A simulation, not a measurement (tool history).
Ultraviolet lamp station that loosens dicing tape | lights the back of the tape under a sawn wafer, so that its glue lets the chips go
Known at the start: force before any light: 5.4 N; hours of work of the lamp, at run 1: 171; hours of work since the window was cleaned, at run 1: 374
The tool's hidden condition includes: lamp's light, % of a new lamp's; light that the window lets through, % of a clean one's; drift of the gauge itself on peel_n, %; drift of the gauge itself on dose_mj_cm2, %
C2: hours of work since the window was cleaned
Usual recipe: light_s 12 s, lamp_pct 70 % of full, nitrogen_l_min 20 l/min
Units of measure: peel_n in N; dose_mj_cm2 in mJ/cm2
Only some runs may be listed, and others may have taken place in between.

{"run": 1, "hour": 0.0, "light_s": 12, "lamp_pct": 70, "nitrogen_l_min": 20, "hours of work of the lamp": 171, "C2": 374, "peel_n": 0.603, "dose_mj_cm2": 302}
{"run": 2, "hour": 46.6, "light_s": 12, "lamp_pct": 70, "nitrogen_l_min": 20, "hours of work of the lamp": 197, "C2": 401, "peel_n": 0.642, "dose_mj_cm2": 294}
{"run": 3, "hour": 88.7, "light_s": 12, "lamp_pct": 70, "nitrogen_l_min": 20, "hours of work of the lamp": 222, "C2": 425, "peel_n": 0.687, "dose_mj_cm2": 285}
{"hour": 115.2, "done": "window cleaned of glue's vapour"}
{"run": 4, "hour": 137.5, "light_s": 12, "lamp_pct": 70, "nitrogen_l_min": 20, "hours of work of the lamp": 250, "C2": 13, "peel_n": 0.826, "dose_mj_cm2": 247}
{"run": 5, "hour": 165.6, "light_s": 12, "lamp_pct": 96, "nitrogen_l_min": 20, "hours of work of the lamp": 266, "C2": 29, "peel_n": 0.493, "dose_mj_cm2": 333}
{"run": 6, "hour": 212.0, "light_s": 10, "lamp_pct": 96, "nitrogen_l_min": 20, "hours of work of the lamp": 292, "C2": 56, "peel_n": 0.753, "dose_mj_cm2": 270}
{"run": 7, "hour": 241.6, "light_s": 10, "lamp_pct": 96, "nitrogen_l_min": 20, "hours of work of the lamp": 310, "C2": 73, "peel_n": 0.775, "dose_mj_cm2": 267}
{"run": 8, "hour": 267.5, "light_s": 12, "lamp_pct": 70, "nitrogen_l_min": 17, "hours of work of the lamp": 325, "C2": 88, "peel_n": 1.089, "dose_mj_cm2": 228}
{"run": 9, "hour": 294.0, "light_s": 12, "lamp_pct": 70, "nitrogen_l_min": 17, "hours of work of the lamp": 340, "C2": 103, "peel_n": 1.114, "dose_mj_cm2": 225}
{"run": 10, "hour": 324.3, "light_s": 6, "lamp_pct": 70, "nitrogen_l_min": 17, "hours of work of the lamp": 357, "C2": 121, "peel_n": 2.387, "dose_mj_cm2": 112}
{"hour": 332.4, "done": "window cleaned of glue's vapour, once more"}
{"run": 11, "hour": 354.3, "light_s": 6, "lamp_pct": 70, "nitrogen_l_min": 20, "hours of work of the lamp": 374, "C2": 13, "peel_n": 1.655, "dose_mj_cm2": 159}
{"run": 12, "hour": 383.5, "light_s": 21, "lamp_pct": 73, "nitrogen_l_min": 8, "hours of work of the lamp": 391, "C2": 29, "peel_n": 0.326, "dose_mj_cm2": 563}
{"run": 13, "hour": 404.6, "light_s": 8, "lamp_pct": 72, "nitrogen_l_min": 38, "hours of work of the lamp": 403, "C2": 42, "peel_n": 0.812, "dose_mj_cm2": 214}
{"run": 14, "hour": 434.1, "light_s": 9, "lamp_pct": 70, "nitrogen_l_min": 24, "hours of work of the lamp": 420, "C2": 59, "peel_n": 0.875, "dose_mj_cm2": 229}
{"run": 15, "hour": 480.5, "light_s": 19, "lamp_pct": 68, "nitrogen_l_min": 19, "hours of work of the lamp": 447, "C2": 85, "peel_n": 0.267, "dose_mj_cm2": 459}
{"run": 16, "hour": 522.4, "light_s": 23, "lamp_pct": 87, "nitrogen_l_min": 6, "hours of work of the lamp": 471, "C2": 110, "peel_n": 0.268, "dose_mj_cm2": 691}
{"run": 17, "hour": 545.0, "light_s": 15, "lamp_pct": 62, "nitrogen_l_min": 6, "hours of work of the lamp": 484, "C2": 123, "peel_n": 1.148, "dose_mj_cm2": 318}
{"run": 18, "hour": 593.0, "light_s": 15, "lamp_pct": 62, "nitrogen_l_min": 6, "hours of work of the lamp": 512, "C2": 150, "peel_n": 1.258, "dose_mj_cm2": 308}
{"run": 19, "hour": 624.1, "light_s": 13, "lamp_pct": 60, "nitrogen_l_min": 14, "hours of work of the lamp": 530, "C2": 168, "peel_n": 1.037, "dose_mj_cm2": 256}
{"run": 20, "hour": 673.8, "light_s": 12, "lamp_pct": 99, "nitrogen_l_min": 20, "hours of work of the lamp": 559, "C2": 197, "peel_n": 0.382, "dose_mj_cm2": 376}
{"run": 21, "hour": 719.1, "light_s": 11, "lamp_pct": 62, "nitrogen_l_min": 12, "hours of work of the lamp": 585, "C2": 223, "peel_n": 1.406, "dose_mj_cm2": 215}
{"run": 22, "hour": 748.3, "light_s": 12, "lamp_pct": 88, "nitrogen_l_min": 25, "hours of work of the lamp": 601, "C2": 240, "peel_n": 0.466, "dose_mj_cm2": 322}

3 options for the next run, each taken on its own from the tool as it stands now. Forecast them:
{"run": "A", "hour": 792.7, "light_s": 10, "lamp_pct": 89, "nitrogen_l_min": 12, "hours of work of the lamp": 627, "C2": 265, "peel_n": "?", "dose_mj_cm2": "?"}
{"run": "B", "hour": 792.7, "light_s": 15, "lamp_pct": 67, "nitrogen_l_min": 25, "hours of work of the lamp": 627, "C2": 265, "peel_n": "?", "dose_mj_cm2": "?"}
{"run": "C", "hour": 792.7, "light_s": 12, "lamp_pct": 70, "nitrogen_l_min": 25, "hours of work of the lamp": 627, "C2": 265, "peel_n": "?", "dose_mj_cm2": "?"}

run=A peel_n=1.052 dose_mj_cm2=262
run=B peel_n=0.536 dose_mj_cm2=295
run=C peel_n=0.739 dose_mj_cm2=252
With no hidden state in the tool, these same runs would have given:
run=A peel_n=0.464 dose_mj_cm2=409
run=B peel_n=0.207 dose_mj_cm2=462
run=C peel_n=0.299 dose_mj_cm2=393
